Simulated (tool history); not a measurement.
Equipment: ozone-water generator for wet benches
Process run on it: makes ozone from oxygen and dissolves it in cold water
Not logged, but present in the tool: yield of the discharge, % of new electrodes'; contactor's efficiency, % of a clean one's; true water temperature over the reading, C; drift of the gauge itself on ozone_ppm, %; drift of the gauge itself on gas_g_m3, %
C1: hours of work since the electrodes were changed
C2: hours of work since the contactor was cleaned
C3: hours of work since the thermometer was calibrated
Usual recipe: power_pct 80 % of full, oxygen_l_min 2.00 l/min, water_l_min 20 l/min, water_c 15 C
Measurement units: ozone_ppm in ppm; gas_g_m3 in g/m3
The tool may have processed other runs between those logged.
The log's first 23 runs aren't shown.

run 24 day=115.692 | power_pct=72 oxygen_l_min=2.00 water_l_min=22 water_c=15 | C1=5209 C2=2260 C3=2593 | ozone_ppm=10.9 gas_g_m3=194.8
run 25 day=121.592 | power_pct=41 oxygen_l_min=2.00 water_l_min=22 water_c=15 | C1=5298 C2=2349 C3=2682 | ozone_ppm=7.2 gas_g_m3=131.1
run 26 day=125.442 | power_pct=41 oxygen_l_min=2.00 water_l_min=22 water_c=15 | C1=5356 C2=2407 C3=2740 | ozone_ppm=7.2 gas_g_m3=131.1
run 27 day=128.408 | power_pct=80 oxygen_l_min=1.44 water_l_min=30 water_c=15 | C1=5401 C2=2452 C3=2785 | ozone_ppm=7.7 gas_g_m3=259.4
run 28 day=134.400 | power_pct=80 oxygen_l_min=1.44 water_l_min=30 water_c=15 | C1=5491 C2=2542 C3=2876 | ozone_ppm=7.7 gas_g_m3=257.9
run 29 day=140.571 | power_pct=80 oxygen_l_min=1.44 water_l_min=30 water_c=15 | C1=5584 C2=2635 C3=2969 | ozone_ppm=7.4 gas_g_m3=255.7
run 30 day=143.733 | power_pct=80 oxygen_l_min=1.44 water_l_min=30 water_c=15 | C1=5632 C2=2683 C3=3016 | ozone_ppm=7.5 gas_g_m3=256.0
run 31 day=147.004 | power_pct=67 oxygen_l_min=2.00 water_l_min=20 water_c=14 | C1=5682 C2=2732 C3=3066 | ozone_ppm=11.2 gas_g_m3=182.8
run 32 day=149.958 | power_pct=50 oxygen_l_min=2.00 water_l_min=20 water_c=15 | C1=5726 C2=2777 C3=3110 | ozone_ppm=9.1 gas_g_m3=149.0
run 33 day=156.479 | power_pct=99 oxygen_l_min=2.55 water_l_min=17 water_c=14 | C1=5824 C2=2875 C3=3209 | ozone_ppm=17.8 gas_g_m3=204.6

4 ways to go on from here, each from the tool as it stands after run 33. What would each give?
run A day=161.825 | power_pct=80 oxygen_l_min=2.00 water_l_min=28 water_c=17 | C1=5905 C2=2956 C3=3289 | ozone_ppm=? gas_g_m3=?
run B day=161.825 | power_pct=99 oxygen_l_min=2.00 water_l_min=15 water_c=15 | C1=5905 C2=2956 C3=3289 | ozone_ppm=? gas_g_m3=?
run C day=161.825 | power_pct=99 oxygen_l_min=2.55 water_l_min=27 water_c=10 | C1=5905 C2=2956 C3=3289 | ozone_ppm=? gas_g_m3=?
run D day=161.825 | power_pct=99 oxygen_l_min=1.32 water_l_min=17 water_c=18 | C1=5905 C2=2956 C3=3289 | ozone_ppm=? gas_g_m3=?

run=A ozone_ppm=8.6 gas_g_m3=203.8
run=B ozone_ppm=19.4 gas_g_m3=237.3
run=C ozone_ppm=11.2 gas_g_m3=200.8
run=D ozone_ppm=15.9 gas_g_m3=308.4
With the hidden condition removed and each run's random variation left untouched, the same runs would have given:
run=A ozone_ppm=11.0 gas_g_m3=258.1
run=B ozone_ppm=25.7 gas_g_m3=311.4
run=C ozone_ppm=14.8 gas_g_m3=263.7
run=D ozone_ppm=21.1 gas_g_m3=404.7
